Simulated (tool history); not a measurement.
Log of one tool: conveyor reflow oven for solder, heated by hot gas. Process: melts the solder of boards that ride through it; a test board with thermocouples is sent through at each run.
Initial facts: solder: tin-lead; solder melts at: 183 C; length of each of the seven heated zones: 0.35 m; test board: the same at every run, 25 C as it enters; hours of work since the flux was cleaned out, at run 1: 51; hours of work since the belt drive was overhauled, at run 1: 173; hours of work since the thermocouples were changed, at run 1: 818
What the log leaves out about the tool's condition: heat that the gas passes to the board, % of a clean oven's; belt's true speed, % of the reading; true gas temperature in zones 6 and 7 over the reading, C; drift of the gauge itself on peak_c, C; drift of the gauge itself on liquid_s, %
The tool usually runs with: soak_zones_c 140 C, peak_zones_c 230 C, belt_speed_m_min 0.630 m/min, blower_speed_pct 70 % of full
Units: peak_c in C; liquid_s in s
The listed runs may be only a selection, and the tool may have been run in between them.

run	hour	soak_zones_c	peak_zones_c	belt_speed_m_min	blower_speed_pct	hours of work since the flux was cleaned out	hours of work since the belt drive was overhauled	hours of work since the thermocouples were changed	peak_c	liquid_s
1	0.0	140	230	0.630	70	51	173	818	213.5	48.1
2	4.2	140	230	0.630	70	53	175	820	213.3	48.5
3	8.8	140	230	0.596	70	56	177	823	215.0	53.0
4	14.0	140	230	0.596	70	59	180	826	214.7	52.8
5	22.2	140	230	0.596	70	63	185	830	214.9	52.9
6	28.9	140	230	0.630	68	67	188	834	213.4	47.7
7	36.8	140	230	0.630	68	71	193	838	213.2	47.9
8	44.3	140	230	0.667	68	75	197	842	211.4	43.3
9	48.1	141	230	0.630	70	77	199	844	213.6	48.8
10	57.2	141	230	0.663	70	82	204	849	212.1	44.9
11	63.6	127	232	0.519	70	86	207	853	219.1	59.8
# hour 68.1: belt drive overhauled, speed set with a stopwatch
12	74.2	146	243	0.595	66	89	3	856	226.8	62.0
13	82.5	154	243	0.595	66	94	8	861	228.0	65.6
14	86.6	133	241	0.554	66	96	10	863	225.1	60.8
# hour 96.5: belt drive overhauled, speed set with a stopwatch, once more
15	99.6	130	230	0.630	67	101	2	868	210.7	43.1
16	103.6	130	230	0.630	67	103	4	870	210.9	42.6
17	111.7	140	230	0.736	74	107	8	874	208.8	37.1
18	115.9	140	230	0.736	74	110	11	877	208.7	37.6
19	121.6	140	230	0.736	74	113	14	880	209.1	37.4
20	127.9	145	234	0.549	85	116	17	883	222.8	64.9

Each row is a separate what-if for the run after 20, all from the same tool condition, not one after another. Results?
A	137.4	140	221	0.630	70	121	22	888	?	?
B	137.4	140	240	0.630	53	121	22	888	?	?
C	137.4	149	230	0.630	70	121	22	888	?	?

run	peak_c	liquid_s
A	205.0	40.9
B	218.1	50.6
C	214.6	52.1
What these runs would have given with no unlogged condition in the tool:
run	peak_c	liquid_s
A	207.5	43.5
B	220.7	52.3
C	217.2	53.9

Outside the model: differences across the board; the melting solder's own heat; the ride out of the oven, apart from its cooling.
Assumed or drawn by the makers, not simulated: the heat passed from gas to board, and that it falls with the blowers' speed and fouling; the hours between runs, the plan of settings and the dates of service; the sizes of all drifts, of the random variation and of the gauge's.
